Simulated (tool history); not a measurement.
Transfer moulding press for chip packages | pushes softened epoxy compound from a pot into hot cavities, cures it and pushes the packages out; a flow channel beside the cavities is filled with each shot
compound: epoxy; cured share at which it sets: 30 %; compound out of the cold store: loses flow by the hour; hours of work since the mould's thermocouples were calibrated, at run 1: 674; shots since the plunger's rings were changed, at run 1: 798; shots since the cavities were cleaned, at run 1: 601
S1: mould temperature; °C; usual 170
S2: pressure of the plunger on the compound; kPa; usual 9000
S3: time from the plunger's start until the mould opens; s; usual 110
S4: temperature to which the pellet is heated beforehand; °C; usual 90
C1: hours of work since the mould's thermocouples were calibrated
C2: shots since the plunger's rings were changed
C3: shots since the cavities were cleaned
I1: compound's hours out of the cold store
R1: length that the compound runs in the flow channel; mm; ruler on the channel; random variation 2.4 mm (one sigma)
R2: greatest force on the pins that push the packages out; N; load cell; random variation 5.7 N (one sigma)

{"run": 1, "hour": 0.0, "S1": 170, "S2": 9000, "S3": 110, "S4": 90, "C1": 674, "C2": 798, "C3": 601, "I1": 35.6, "R1": 839, "R2": 389}
{"hour": 25.6, "done": "cavities cleaned with cleaning compound and waxed"}
{"run": 2, "hour": 34.4, "S1": 170, "S2": 9000, "S3": 110, "S4": 90, "C1": 691, "C2": 1076, "C3": 74, "I1": 29.9, "R1": 873, "R2": 252}
{"run": 3, "hour": 113.6, "S1": 170, "S2": 9000, "S3": 110, "S4": 90, "C1": 732, "C2": 1748, "C3": 746, "I1": 41.4, "R1": 797, "R2": 391}
{"hour": 119.7, "done": "cavities cleaned with cleaning compound and waxed"}
{"run": 4, "hour": 192.9, "S1": 170, "S2": 9000, "S3": 110, "S4": 90, "C1": 772, "C2": 2409, "C3": 621, "I1": 12.9, "R1": 971, "R2": 404}
{"hour": 216.1, "done": "mould's thermocouples calibrated"}
{"hour": 217.6, "done": "cavities cleaned with cleaning compound and waxed"}
{"run": 5, "hour": 275.4, "S1": 170, "S2": 9000, "S3": 110, "S4": 90, "C1": 30, "C2": 3079, "C3": 490, "I1": 32.6, "R1": 832, "R2": 351}
{"hour": 313.5, "done": "cavities cleaned with cleaning compound and waxed"}
{"run": 6, "hour": 349.4, "S1": 170, "S2": 9000, "S3": 143, "S4": 90, "C1": 68, "C2": 3694, "C3": 304, "I1": 45.7, "R1": 760, "R2": 283}
{"run": 7, "hour": 392.9, "S1": 170, "S2": 9000, "S3": 143, "S4": 90, "C1": 90, "C2": 4064, "C3": 674, "I1": 21.1, "R1": 897, "R2": 355}
{"hour": 410.0, "done": "cavities cleaned with cleaning compound and waxed"}
{"run": 8, "hour": 474.2, "S1": 170, "S2": 9000, "S3": 96, "S4": 90, "C1": 132, "C2": 4740, "C3": 544, "I1": 34.2, "R1": 809, "R2": 404}
{"hour": 507.7, "done": "cavities cleaned with cleaning compound and waxed"}
{"hour": 517.1, "done": "plunger's sealing rings changed"}
{"run": 9, "hour": 549.2, "S1": 170, "S2": 9000, "S3": 96, "S4": 90, "C1": 168, "C2": 273, "C3": 331, "I1": 33.8, "R1": 849, "R2": 357}
{"run": 10, "hour": 590.2, "S1": 170, "S2": 8970, "S3": 110, "S4": 90, "C1": 190, "C2": 621, "C3": 679, "I1": 37.6, "R1": 826, "R2": 398}
{"hour": 604.8, "done": "cavities cleaned with cleaning compound and waxed"}
{"run": 11, "hour": 630.2, "S1": 170, "S2": 9000, "S3": 110, "S4": 90, "C1": 210, "C2": 947, "C3": 215, "I1": 16.8, "R1": 955, "R2": 296}
{"run": 12, "hour": 678.7, "S1": 170, "S2": 9000, "S3": 110, "S4": 90, "C1": 235, "C2": 1359, "C3": 627, "I1": 8.9, "R1": 1008, "R2": 390}
{"hour": 700.9, "done": "cavities cleaned with cleaning compound and waxed"}
{"run": 13, "hour": 739.4, "S1": 170, "S2": 9000, "S3": 110, "S4": 90, "C1": 266, "C2": 1861, "C3": 326, "I1": 11.8, "R1": 978, "R2": 319}
{"hour": 796.7, "done": "cavities cleaned with cleaning compound and waxed"}
{"run": 14, "hour": 813.0, "S1": 170, "S2": 9000, "S3": 110, "S4": 90, "C1": 303, "C2": 2472, "C3": 138, "I1": 29.2, "R1": 862, "R2": 250}
{"run": 15, "hour": 872.4, "S1": 175, "S2": 8220, "S3": 134, "S4": 82, "C1": 334, "C2": 2977, "C3": 643, "I1": 33.6, "R1": 776, "R2": 357}
{"hour": 891.1, "done": "cavities cleaned with cleaning compound and waxed"}
{"run": 16, "hour": 954.2, "S1": 175, "S2": 8220, "S3": 137, "S4": 83, "C1": 376, "C2": 3657, "C3": 534, "I1": 20.6, "R1": 847, "R2": 343}
{"hour": 988.8, "done": "cavities cleaned with cleaning compound and waxed"}
{"run": 17, "hour": 1032.9, "S1": 166, "S2": 8220, "S3": 137, "S4": 96, "C1": 416, "C2": 4312, "C3": 373, "I1": 22.3, "R1": 862, "R2": 318}
{"run": 18, "hour": 1067.3, "S1": 166, "S2": 8220, "S3": 137, "S4": 96, "C1": 434, "C2": 4605, "C3": 666, "I1": 14, "R1": 921, "R2": 400}
{"hour": 1083.7, "done": "cavities cleaned with cleaning compound and waxed"}
{"hour": 1126.4, "done": "plunger's sealing rings changed"}
{"run": 19, "hour": 1126.4, "S1": 170, "S2": 9000, "S3": 115, "S4": 90, "C1": 462, "C2": 0, "C3": 341, "I1": 22.9, "R1": 926, "R2": 337}
{"run": 20, "hour": 1169.6, "S1": 170, "S2": 9000, "S3": 115, "S4": 90, "C1": 485, "C2": 367, "C3": 708, "I1": 41.2, "R1": 810, "R2": 393}
{"hour": 1182.3, "done": "cavities cleaned with cleaning compound and waxed"}
{"run": 21, "hour": 1210.4, "S1": 175, "S2": 8360, "S3": 110, "S4": 97, "C1": 505, "C2": 700, "C3": 238, "I1": 39.2, "R1": 770, "R2": 266}
{"run": 22, "hour": 1250.9, "S1": 170, "S2": 8370, "S3": 110, "S4": 82, "C1": 526, "C2": 1044, "C3": 582, "I1": 34.7, "R1": 814, "R2": 374}
{"hour": 1280.1, "done": "cavities cleaned with cleaning compound and waxed"}
{"run": 23, "hour": 1289.1, "S1": 178, "S2": 8070, "S3": 110, "S4": 100, "C1": 545, "C2": 1355, "C3": 76, "I1": 29, "R1": 796, "R2": 230}
{"run": 24, "hour": 1367.6, "S1": 164, "S2": 7660, "S3": 139, "S4": 85, "C1": 586, "C2": 2021, "C3": 742, "I1": 42.3, "R1": 756, "R2": 410}
{"hour": 1376.1, "done": "cavities cleaned with cleaning compound and waxed"}
{"run": 25, "hour": 1418.7, "S1": 170, "S2": 10440, "S3": 98, "S4": 80, "C1": 611, "C2": 2442, "C3": 362, "I1": 23.9, "R1": 975, "R2": 395}
{"hour": 1471.7, "done": "cavities cleaned with cleaning compound and waxed"}
{"run": 26, "hour": 1486.7, "S1": 164, "S2": 8010, "S3": 110, "S4": 90, "C1": 646, "C2": 3006, "C3": 127, "I1": 12.3, "R1": 951, "R2": 386}
{"run": 27, "hour": 1559.1, "S1": 170, "S2": 9000, "S3": 97, "S4": 90, "C1": 684, "C2": 3620, "C3": 741, "I1": 26.7, "R1": 874, "R2": 490}
{"hour": 1567.8, "done": "cavities cleaned with cleaning compound and waxed"}
{"run": 28, "hour": 1602.8, "S1": 170, "S2": 9000, "S3": 120, "S4": 86, "C1": 706, "C2": 3978, "C3": 296, "I1": 47.8, "R1": 750, "R2": 303}

Forecast each of these 3 alternatives for the next run:
{"hour": 1664.0, "done": "cavities cleaned with cleaning compound and waxed"}
{"run": "A", "hour": 1682.4, "S1": 168, "S2": 9000, "S3": 122, "S4": 96, "C1": 746, "C2": 4641, "C3": 156, "I1": 12.1, "R1": "?", "R2": "?"}
{"hour": 1664.0, "done": "cavities cleaned with cleaning compound and waxed"}
{"run": "B", "hour": 1682.4, "S1": 170, "S2": 9000, "S3": 110, "S4": 95, "C1": 746, "C2": 4641, "C3": 156, "I1": 10.5, "R1": "?", "R2": "?"}
{"hour": 1664.0, "done": "cavities cleaned with cleaning compound and waxed"}
{"run": "C", "hour": 1682.4, "S1": 170, "S2": 8010, "S3": 120, "S4": 86, "C1": 746, "C2": 4641, "C3": 156, "I1": 19.2, "R1": "?", "R2": "?"}

run=A R1=967 R2=285
run=B R1=970 R2=274
run=C R1=857 R2=265
Without the tool's hidden state the same runs would have given:
run=A R1=1005 R2=205
run=B R1=1008 R2=195
run=C R1=891 R2=195
